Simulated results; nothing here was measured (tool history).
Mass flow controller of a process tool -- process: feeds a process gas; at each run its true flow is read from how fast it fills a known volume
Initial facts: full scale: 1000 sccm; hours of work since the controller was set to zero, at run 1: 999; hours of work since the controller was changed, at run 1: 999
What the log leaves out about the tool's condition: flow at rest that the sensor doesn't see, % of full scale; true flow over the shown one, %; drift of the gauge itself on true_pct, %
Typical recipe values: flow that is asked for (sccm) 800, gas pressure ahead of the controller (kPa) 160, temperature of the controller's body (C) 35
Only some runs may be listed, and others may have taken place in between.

run    hour  flow that is asked for (sccm)  gas pressure ahead of the controller (kPa)  temperature of the controller's body (C)  hours of work since the controller was set to zero  hours of work since the controller was changed  true flow (%)
  1     0.0                            800                                         160                                        35                                                 999                                             999          98.00
  2   204.2                            800                                         160                                        35                                                1158                                            1158          97.89
  3   307.3                            624                                         160                                        35                                                1239                                            1239          97.53
  4   453.8                            624                                         160                                        35                                                1353                                            1353          97.53
  5   564.6                            800                                         160                                        33                                                1440                                            1440          98.28
  6   729.3                            800                                         160                                        37                                                1568                                            1568          97.87
  7   932.9                            800                                         160                                        27                                                1727                                            1727          99.04
  8  1061.3                            800                                         160                                        27                                                1827                                            1827          99.15
  9  1243.7                            800                                         160                                        27                                                1970                                            1970          99.07
 10  1344.1                            800                                         160                                        27                                                2048                                            2048          99.15
 11  1559.9                            246                                         160                                        27                                                2216                                            2216          97.48
 12  1666.5                            800                                         262                                        35                                                2300                                            2300          98.92
 13  1900.8                            959                                         160                                        35                                                2482                                            2482          98.74
 14  2008.2                            959                                         160                                        35                                                2566                                            2566          98.71
 15  2132.1                            518                                         160                                        35                                                2663                                            2663          97.44
 16  2234.3                            518                                         160                                        35                                                2743                                            2743          97.40
 17  2346.8                            518                                         160                                        35                                                2830                                            2830          97.54
 18  2513.4                            518                                         160                                        35                                                2960                                            2960          97.54
 19  2614.9                            518                                         160                                        22                                                3040                                            3040          99.04
 20  2775.5                            518                                         160                                        22                                                3165                                            3165          99.05
 21  2950.0                            317                                         160                                        22                                                3301                                            3301          98.34
 22  3134.3                            256                                         160                                        22                                                3445                                            3445          98.41
 23  3275.7                            256                                         160                                        22                                                3555                                            3555          98.41
 24  3429.3                            800                                         160                                        35                                                3675                                            3675          98.56
 25  3679.5                            800                                         160                                        35                                                3870                                            3870          98.54
 26  3882.5                            219                                         160                                        28                                                4029                                            4029          97.64
 27  4007.1                            219                                         148                                        28                                                4126                                            4126          97.69
 28  4116.7                            219                                         234                                        28                                                4212                                            4212          97.96
 29  4293.3                            929                                         191                                        35                                                4349                                            4349          99.08
 30  4443.3                            715                                         205                                        35                                                4467                                            4467          98.62
 31  4653.4                            715                                         205                                        35                                                4630                                            4630          98.72
 32  4840.4                            163                                         278                                        36                                                4776                                            4776          97.24
 33  4949.4                            111                                         160                                        37                                                4861                                            4861          96.47
 34  5059.2                            621                                         147                                        27                                                4947                                            4947          99.09
 35  5222.7                            173                                         256                                        27                                                5075                                            5075          98.30
 36  5333.7                            136                                         168                                        30                                                5161                                            5161          97.29
 37  5538.0                            136                                         168                                        30                                                5321                                            5321          97.37
 38  5736.2                            785                                         168                                        30                                                5475                                            5475          99.32
 39  5880.6                            430                                         275                                        35                                                5588                                            5588          98.43
 40  6083.0                            170                                         275                                        28                                                5746                                            5746          98.31

Run 41 has not been measured yet. What should we expect?
 41  6253.5                            193                                         179                                        21                                                5879                                            5879              ?

true flow (%): 98.82
The same run, on a tool lacking any hidden state, would have yielded true flow (%) 97.97.
